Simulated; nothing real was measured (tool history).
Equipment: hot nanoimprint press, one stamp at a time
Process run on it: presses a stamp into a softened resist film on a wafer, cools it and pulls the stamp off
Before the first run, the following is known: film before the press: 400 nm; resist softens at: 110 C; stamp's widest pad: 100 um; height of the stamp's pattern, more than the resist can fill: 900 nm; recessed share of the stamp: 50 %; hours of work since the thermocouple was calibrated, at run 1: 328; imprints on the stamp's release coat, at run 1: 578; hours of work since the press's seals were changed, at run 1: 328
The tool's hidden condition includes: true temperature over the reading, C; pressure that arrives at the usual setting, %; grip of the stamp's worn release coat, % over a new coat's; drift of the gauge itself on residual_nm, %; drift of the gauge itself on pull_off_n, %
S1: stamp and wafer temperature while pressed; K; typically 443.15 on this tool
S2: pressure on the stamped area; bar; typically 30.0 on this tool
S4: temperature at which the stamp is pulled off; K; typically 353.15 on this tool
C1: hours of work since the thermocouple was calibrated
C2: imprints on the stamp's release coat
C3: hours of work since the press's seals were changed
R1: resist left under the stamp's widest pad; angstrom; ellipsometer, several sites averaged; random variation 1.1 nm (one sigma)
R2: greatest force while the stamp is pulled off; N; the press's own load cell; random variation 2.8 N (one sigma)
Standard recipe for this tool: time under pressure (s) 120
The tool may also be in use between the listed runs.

run 1 day=0.000 | S1=443.15 S2=30.0 time_under_pressure_(s)=120 S4=353.15 | C1=328 C2=578 C3=328 | R1=2216 R2=155
run 2 day=2.550 | S1=431.15 S2=30.0 time_under_pressure_(s)=120 S4=353.15 | C1=361 C2=765 C3=361 | R1=3609 R2=169
-- day=4.733 plate thermocouple calibrated
run 3 day=4.908 | S1=431.15 S2=30.0 time_under_pressure_(s)=120 S4=353.15 | C1=2 C2=928 C3=389 | R1=3591 R2=170
run 4 day=7.767 | S1=431.15 S2=30.0 time_under_pressure_(s)=120 S4=353.15 | C1=39 C2=1138 C3=425 | R1=3582 R2=186
run 5 day=10.712 | S1=431.15 S2=30.0 time_under_pressure_(s)=120 S4=353.15 | C1=76 C2=1353 C3=463 | R1=3599 R2=195
run 6 day=12.521 | S1=431.15 S2=30.0 time_under_pressure_(s)=120 S4=353.15 | C1=99 C2=1486 C3=486 | R1=3651 R2=212
run 7 day=15.562 | S1=431.15 S2=30.0 time_under_pressure_(s)=120 S4=353.15 | C1=138 C2=1708 C3=525 | R1=3652 R2=219
run 8 day=17.604 | S1=431.15 S2=30.0 time_under_pressure_(s)=120 S4=353.15 | C1=164 C2=1858 C3=551 | R1=3615 R2=225
-- day=19.288 stamp cleaned and given a new release coat
run 9 day=20.992 | S1=443.15 S2=30.0 time_under_pressure_(s)=120 S4=353.15 | C1=204 C2=124 C3=590 | R1=2314 R2=134
run 10 day=24.617 | S1=443.15 S2=30.0 time_under_pressure_(s)=193 S4=353.15 | C1=250 C2=390 C3=637 | R1=1936 R2=153
-- day=25.521 plate thermocouple calibrated, once more
run 11 day=26.546 | S1=443.15 S2=30.0 time_under_pressure_(s)=193 S4=353.15 | C1=13 C2=522 C3=659 | R1=1813 R2=151
run 12 day=30.183 | S1=443.15 S2=30.0 time_under_pressure_(s)=193 S4=353.15 | C1=59 C2=788 C3=706 | R1=1837 R2=167
run 13 day=32.083 | S1=443.15 S2=26.5 time_under_pressure_(s)=120 S4=353.15 | C1=83 C2=927 C3=730 | R1=2280 R2=176
run 14 day=34.896 | S1=443.15 S2=26.5 time_under_pressure_(s)=141 S4=353.15 | C1=119 C2=1133 C3=766 | R1=2176 R2=183
run 15 day=37.500 | S1=443.15 S2=30.0 time_under_pressure_(s)=120 S4=353.15 | C1=152 C2=1324 C3=799 | R1=2215 R2=194
run 16 day=39.954 | S1=445.15 S2=35.0 time_under_pressure_(s)=206 S4=353.15 | C1=184 C2=1503 C3=830 | R1=1473 R2=210
run 17 day=41.942 | S1=455.15 S2=33.1 time_under_pressure_(s)=120 S4=355.15 | C1=209 C2=1649 C3=855 | R1=999 R2=198
run 18 day=43.612 | S1=447.15 S2=27.5 time_under_pressure_(s)=115 S4=360.15 | C1=230 C2=1771 C3=877 | R1=1818 R2=191
-- day=46.450 stamp cleaned and given a new release coat
run 19 day=46.450 | S1=447.15 S2=22.5 time_under_pressure_(s)=91 S4=350.15 | C1=263 C2=0 C3=909 | R1=2162 R2=136
run 20 day=48.692 | S1=445.15 S2=22.5 time_under_pressure_(s)=91 S4=339.15 | C1=292 C2=164 C3=938 | R1=2413 R2=171
run 21 day=50.721 | S1=437.15 S2=20.0 time_under_pressure_(s)=166 S4=339.15 | C1=317 C2=313 C3=964 | R1=3083 R2=185
run 22 day=53.779 | S1=443.15 S2=32.6 time_under_pressure_(s)=138 S4=356.15 | C1=356 C2=537 C3=1003 | R1=2062 R2=146
-- day=56.583 plate thermocouple calibrated
run 23 day=56.742 | S1=443.15 S2=32.6 time_under_pressure_(s)=138 S4=356.15 | C1=2 C2=744 C3=1039 | R1=2016 R2=153
run 24 day=60.100 | S1=443.15 S2=46.3 time_under_pressure_(s)=141 S4=355.15 | C1=45 C2=990 C3=1081 | R1=1770 R2=170
run 25 day=63.146 | S1=436.15 S2=21.0 time_under_pressure_(s)=83 S4=355.15 | C1=83 C2=1213 C3=1120 | R1=3495 R2=182
run 26 day=65.554 | S1=443.15 S2=24.9 time_under_pressure_(s)=67 S4=353.15 | C1=114 C2=1389 C3=1151 | R1=2808 R2=197
run 27 day=68.738 | S1=437.15 S2=30.0 time_under_pressure_(s)=218 S4=353.15 | C1=155 C2=1622 C3=1191 | R1=2592 R2=212
run 28 day=70.250 | S1=449.15 S2=30.0 time_under_pressure_(s)=196 S4=353.15 | C1=174 C2=1733 C3=1211 | R1=1245 R2=212
run 29 day=71.988 | S1=449.15 S2=30.0 time_under_pressure_(s)=196 S4=349.15 | C1=196 C2=1860 C3=1233 | R1=1263 R2=232
-- day=73.471 stamp cleaned and given a new release coat
-- day=74.729 press's hydraulic seals changed and the load cell set to zero
run 30 day=75.196 | S1=449.15 S2=30.0 time_under_pressure_(s)=196 S4=349.15 | C1=229 C2=102 C3=6 | R1=1218 R2=141

A few steps of R1 between consecutive runs. Split each: what settings, incoming material and random variation would produce without the hidden state, and what is left over for the hidden state, along with gauge scatter present in only one of the two compared results (measured, and without hidden state):
Run 1 -> 2: S1 443.15 -> 431.15. R1 +1393 angstrom: hidden state -30, all else +1423.
Run 8 -> 9: S1 431.15 -> 443.15, stamp cleaned and given a new release coat. R1 -1301 angstrom: hidden state +79, all else -1380.
Run 10 -> 11: plate thermocouple calibrated, once more. R1 -123 angstrom: hidden state -130, all else +7.
Run 22 -> 23: plate thermocouple calibrated. R1 -46 angstrom: hidden state -61, all else +15.
Run 24 -> 25: S1 443.15 -> 436.15, S2 46.3 -> 21.0, time under pressure (s) 141 -> 83. R1 +1725 angstrom: hidden state -55, all else +1780.
Run 27 -> 28: S1 437.15 -> 449.15, time under pressure (s) 218 -> 196. R1 -1347 angstrom: hidden state -28, all else -1319.

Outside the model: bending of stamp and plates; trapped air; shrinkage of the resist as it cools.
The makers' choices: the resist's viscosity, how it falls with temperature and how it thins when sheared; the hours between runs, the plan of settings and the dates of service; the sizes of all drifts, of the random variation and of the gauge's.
